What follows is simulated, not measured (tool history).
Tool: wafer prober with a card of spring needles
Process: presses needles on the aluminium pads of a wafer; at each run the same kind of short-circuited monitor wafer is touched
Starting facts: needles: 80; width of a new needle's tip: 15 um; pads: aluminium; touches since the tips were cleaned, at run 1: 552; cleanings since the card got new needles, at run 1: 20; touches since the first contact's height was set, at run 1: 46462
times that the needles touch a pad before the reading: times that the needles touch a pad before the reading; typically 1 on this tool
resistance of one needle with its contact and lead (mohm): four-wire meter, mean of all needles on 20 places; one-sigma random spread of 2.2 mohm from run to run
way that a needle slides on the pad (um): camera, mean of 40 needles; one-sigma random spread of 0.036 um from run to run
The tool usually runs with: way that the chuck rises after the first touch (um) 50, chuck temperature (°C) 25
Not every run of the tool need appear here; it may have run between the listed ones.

| run | day | way that the chuck rises after the first touch (um) | chuck temperature (°C) | times that the needles touch a pad before the reading | touches since the tips were cleaned | cleanings since the card got new needles | touches since the first contact's height was set | resistance of one needle with its contact and lead (mohm) | way that a needle slides on the pad (um) |
|---|---|---|---|---|---|---|---|---|---|
| 1 | 0.000 | 50 | 25 | 1 | 552 | 20 | 46462 | 254 | 6.06 |
|  | 0.188 | tips cleaned on abrasive film |
|  | 0.412 | tips cleaned on abrasive film |
| 2 | 0.412 | 50 | 25 | 1 | 0 | 22 | 50083 | 248 | 6.08 |
|  | 0.638 | tips cleaned on abrasive film |
| 3 | 0.829 | 50 | 25 | 1 | 1713 | 23 | 53782 | 273 | 6.09 |
|  | 0.883 | tips cleaned on abrasive film |
|  | 1.125 | tips cleaned on abrasive film |
| 4 | 1.308 | 50 | 25 | 1 | 1634 | 25 | 58002 | 270 | 5.98 |
|  | 1.383 | tips cleaned on abrasive film |
|  | 1.612 | tips cleaned on abrasive film |
| 5 | 1.738 | 50 | 37 | 1 | 1111 | 27 | 61790 | 269 | 6.06 |
|  | 1.850 | tips cleaned on abrasive film |
| 6 | 2.038 | 50 | 25 | 2 | 1674 | 28 | 64423 | 264 | 6.01 |
|  | 2.100 | tips cleaned on abrasive film |
|  | 2.362 | tips cleaned on abrasive film |
| 7 | 2.396 | 33 | 25 | 1 | 303 | 30 | 67572 | 272 | 3.87 |
|  | 2.617 | tips cleaned on abrasive film |
| 8 | 2.833 | 50 | 29 | 1 | 1937 | 31 | 71462 | 277 | 5.98 |
|  | 2.883 | tips cleaned on abrasive film |
|  | 3.112 | tips cleaned on abrasive film |
| 9 | 3.183 | 50 | 93 | 1 | 627 | 33 | 74527 | 284 | 6.04 |
|  | 3.338 | tips cleaned on abrasive film |
|  | 3.571 | tips cleaned on abrasive film |
| 10 | 3.688 | 50 | 30 | 1 | 1028 | 35 | 78962 | 268 | 6.05 |
|  | 3.817 | tips cleaned on abrasive film |
| 11 | 3.988 | 50 | 30 | 1 | 1520 | 36 | 81620 | 274 | 5.94 |
|  | 4.071 | tips cleaned on abrasive film |
|  | 4.321 | tips cleaned on abrasive film |
| 12 | 4.450 | 50 | 62 | 1 | 1136 | 38 | 85691 | 277 | 5.98 |
|  | 4.562 | tips cleaned on abrasive film |
| 13 | 4.704 | 50 | 25 | 1 | 1286 | 39 | 87958 | 270 | 5.97 |
|  | 4.788 | tips cleaned on abrasive film |
|  | 5.029 | tips cleaned on abrasive film |
| 14 | 5.121 | 50 | 25 | 1 | 853 | 41 | 91623 | 266 | 5.94 |
|  | 5.262 | tips cleaned on abrasive film |
| 15 | 5.400 | 50 | 25 | 1 | 1248 | 42 | 94095 | 268 | 5.99 |
|  | 5.500 | tips cleaned on abrasive film |
| 16 | 5.612 | 50 | 25 | 1 | 1013 | 43 | 95958 | 266 | 5.94 |
|  | 5.754 | tips cleaned on abrasive film |
|  | 5.979 | tips cleaned on abrasive film |
| 17 | 6.021 | 50 | 25 | 1 | 392 | 45 | 99541 | 258 | 5.92 |
|  | 6.071 | height of the first contact set anew |
|  | 6.233 | tips cleaned on abrasive film |
|  | 6.475 | tips cleaned on abrasive film |
| 18 | 6.488 | 52 | 86 | 1 | 112 | 47 | 3655 | 270 | 6.04 |
|  | 6.712 | tips cleaned on abrasive film |
| 19 | 6.862 | 50 | 34 | 2 | 1367 | 48 | 6982 | 265 | 5.75 |
|  | 6.962 | tips cleaned on abrasive film |
| 20 | 7.117 | 47 | 27 | 2 | 1386 | 49 | 9230 | 268 | 5.41 |
|  | 7.192 | height of the first contact set anew, once more |
|  | 7.221 | tips cleaned on abrasive film |
|  | 7.467 | tips cleaned on abrasive film |
| 21 | 7.525 | 38 | 52 | 2 | 513 | 51 | 2930 | 266 | 4.72 |
|  | 7.704 | tips cleaned on abrasive film |
| 22 | 7.854 | 38 | 27 | 1 | 1342 | 52 | 5849 | 282 | 4.70 |
|  | 7.950 | tips cleaned on abrasive film |
|  | 8.188 | tips cleaned on abrasive film |
| 23 | 8.233 | 38 | 27 | 1 | 418 | 54 | 9186 | 269 | 4.70 |
|  | 8.417 | tips cleaned on abrasive film |
| 24 | 8.492 | 36 | 110 | 2 | 681 | 55 | 11450 | 292 | 4.36 |
|  | 8.654 | tips cleaned on abrasive film |
|  | 8.879 | tips cleaned on abrasive film |
| 25 | 8.954 | 41 | 110 | 2 | 674 | 57 | 15541 | 284 | 5.04 |
|  | 9.100 | tips cleaned on abrasive film |
|  | 9.358 | tips cleaned on abrasive film |
| 26 | 9.433 | 41 | 110 | 2 | 647 | 59 | 19737 | 286 | 4.98 |
|  | 9.588 | tips cleaned on abrasive film |
| 27 | 9.704 | 41 | 110 | 2 | 1026 | 60 | 22133 | 288 | 4.98 |
|  | 9.812 | tips cleaned on abrasive film |
| 28 | 10.004 | 49 | 33 | 2 | 1726 | 61 | 24790 | 266 | 6.02 |
|  | 10.050 | tips cleaned on abrasive film |
| 29 | 10.258 | 54 | 110 | 1 | 1905 | 62 | 27058 | 289 | 6.63 |
|  | 10.288 | tips cleaned on abrasive film |
|  | 10.525 | tips cleaned on abrasive film |
|  | 10.762 | tips cleaned on abrasive film |
| 30 | 10.762 | 54 | 110 | 1 | 0 | 65 | 31435 | 273 | 6.58 |
|  | 10.992 | tips cleaned on abrasive film |
|  | 11.208 | tips cleaned on abrasive film |
| 31 | 11.246 | 54 | 110 | 1 | 306 | 67 | 35698 | 278 | 6.60 |

Predict each of these 4 candidate next runs independently; none follows another, all start after run 31:
|  | 11.458 | tips cleaned on abrasive film |
| A | 11.662 | 55 | 90 | 3 | 1827 | 68 | 39421 | ? | ? |
|  | 11.458 | tips cleaned on abrasive film |
| B | 11.662 | 61 | 59 | 2 | 1827 | 68 | 39421 | ? | ? |
|  | 11.458 | tips cleaned on abrasive film |
| C | 11.662 | 64 | 59 | 2 | 1827 | 68 | 39421 | ? | ? |
|  | 11.458 | tips cleaned on abrasive film |
| D | 11.662 | 67 | 110 | 1 | 1827 | 68 | 39421 | ? | ? |

| run | resistance of one needle with its contact and lead (mohm) | way that a needle slides on the pad (um) |
|---|---|---|
| A | 276 | 6.72 |
| B | 268 | 7.53 |
| C | 265 | 7.82 |
| D | 281 | 8.16 |
Had the tool no hidden state, the same runs would have come out as:
| run | resistance of one needle with its contact and lead (mohm) | way that a needle slides on the pad (um) |
|---|---|---|
| A | 266 | 6.83 |
| B | 255 | 7.65 |
| C | 253 | 7.94 |
| D | 264 | 8.27 |
